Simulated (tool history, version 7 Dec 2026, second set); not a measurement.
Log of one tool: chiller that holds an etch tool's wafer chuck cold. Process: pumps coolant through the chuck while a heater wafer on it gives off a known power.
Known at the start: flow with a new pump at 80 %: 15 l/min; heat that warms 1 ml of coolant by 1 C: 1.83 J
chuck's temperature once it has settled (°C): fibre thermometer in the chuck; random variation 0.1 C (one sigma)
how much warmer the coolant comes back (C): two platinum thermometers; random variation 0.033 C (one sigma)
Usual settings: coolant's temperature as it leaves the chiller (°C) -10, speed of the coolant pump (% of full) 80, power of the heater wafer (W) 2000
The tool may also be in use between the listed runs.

| run | day | coolant's temperature as it leaves the chiller (°C) | speed of the coolant pump (% of full) | power of the heater wafer (W) | chuck's temperature once it has settled (°C) | how much warmer the coolant comes back (C) |
|---|---|---|---|---|---|---|
| 1 | 0.000 | -10 | 80 | 2000 | 3.3 | 4.56 |
| 2 | 2.829 | -10 | 80 | 2000 | 3.2 | 4.55 |
| 3 | 5.179 | -10 | 80 | 2000 | 3.2 | 4.50 |
| 4 | 7.504 | -10 | 80 | 2000 | 3.4 | 4.53 |
| 5 | 9.679 | -10 | 80 | 2864 | 8.9 | 6.58 |
| 6 | 11.683 | -10 | 80 | 2864 | 8.8 | 6.51 |
| 7 | 14.338 | -19 | 80 | 2864 | -0.2 | 6.60 |
| 8 | 15.883 | -19 | 80 | 2864 | -0.2 | 6.60 |
| 9 | 17.525 | -19 | 80 | 2864 | 0.0 | 6.60 |
| 10 | 19.975 | -10 | 80 | 2000 | 3.4 | 4.57 |
|  | 22.533 | chiller's thermometer calibrated |
| 11 | 22.658 | -10 | 80 | 2000 | 3.0 | 4.59 |
| 12 | 24.608 | -10 | 80 | 2000 | 2.8 | 4.62 |
| 13 | 26.662 | -10 | 80 | 2000 | 3.0 | 4.72 |
| 14 | 28.046 | -10 | 80 | 2000 | 2.9 | 4.59 |
| 15 | 30.017 | -2 | 97 | 2000 | 9.1 | 3.80 |
| 16 | 31.375 | -16 | 76 | 2299 | -0.5 | 5.69 |

Run 17 comes next. What will it give?
| 17 | 33.250 | -15 | 76 | 1285 | ? | ? |

{"run 17": {"chuck's temperature once it has settled (°C)": -6.1, "how much warmer the coolant comes back (C)": 3.17}}
Without the tool's hidden state the same run would have given chuck's temperature once it has settled (°C) -7.1, how much warmer the coolant comes back (C) 2.98.
